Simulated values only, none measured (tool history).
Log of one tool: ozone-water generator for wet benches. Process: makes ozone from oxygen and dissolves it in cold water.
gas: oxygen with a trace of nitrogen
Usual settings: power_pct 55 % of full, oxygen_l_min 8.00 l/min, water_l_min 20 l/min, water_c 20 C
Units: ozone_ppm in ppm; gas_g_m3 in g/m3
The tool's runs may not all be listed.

run,hour,power_pct,oxygen_l_min,water_l_min,water_c,ozone_ppm,gas_g_m3
1,0.0,55,8.00,20,20,32.4,222.3
2,33.4,55,8.00,20,20,32.3,221.4
3,60.0,55,8.00,20,20,31.9,222.2
4,93.9,55,8.00,20,20,32.3,225.1
5,111.2,55,8.00,20,20,31.9,222.8
6,133.8,55,8.00,20,20,32.1,222.7
7,167.0,63,8.00,20,20,34.7,237.9
8,188.9,63,8.00,20,20,34.5,238.7
9,226.2,63,8.00,20,20,34.7,239.0
10,263.0,55,8.00,20,20,31.9,221.9
11,280.6,55,8.00,20,20,31.8,223.1
12,317.6,55,8.00,20,20,31.6,221.4
13,360.4,55,8.00,20,20,32.2,220.1
14,382.7,55,8.00,20,20,31.9,222.0
15,415.5,85,14.15,24,20,38.2,231.8
16,449.8,57,8.44,17,14,40.2,221.6
# hour 452.5: water thermometer calibrated
17,489.1,78,6.96,20,15,40.3,275.5
18,530.3,55,4.37,20,20,28.3,265.0
19,551.4,75,11.41,20,20,38.6,232.7
20,577.0,75,11.41,20,20,38.6,234.2
# hour 586.4: water thermometer calibrated, once more
21,613.7,42,11.41,20,25,25.2,172.8
22,638.4,42,11.41,20,25,25.5,170.7
23,656.5,55,8.00,20,27,28.0,219.4
24,682.4,57,12.31,20,20,33.2,193.7
25,709.2,49,12.31,20,13,35.7,181.0
26,737.7,49,12.31,20,13,35.5,181.9
27,759.1,84,12.31,13,13,57.7,240.9

Forecast each of these 3 alternatives for the next run:
A,801.4,91,12.31,27,26,?,?
B,801.4,84,7.30,13,14,?,?
C,801.4,61,10.98,20,20,?,?

run,ozone_ppm,gas_g_m3
A,31.6,250.6
B,55.9,282.0
C,34.7,212.1
Without the tool's hidden state the same runs would have given:
run,ozone_ppm,gas_g_m3
A,33.0,253.6
B,57.6,285.4
C,36.0,214.2

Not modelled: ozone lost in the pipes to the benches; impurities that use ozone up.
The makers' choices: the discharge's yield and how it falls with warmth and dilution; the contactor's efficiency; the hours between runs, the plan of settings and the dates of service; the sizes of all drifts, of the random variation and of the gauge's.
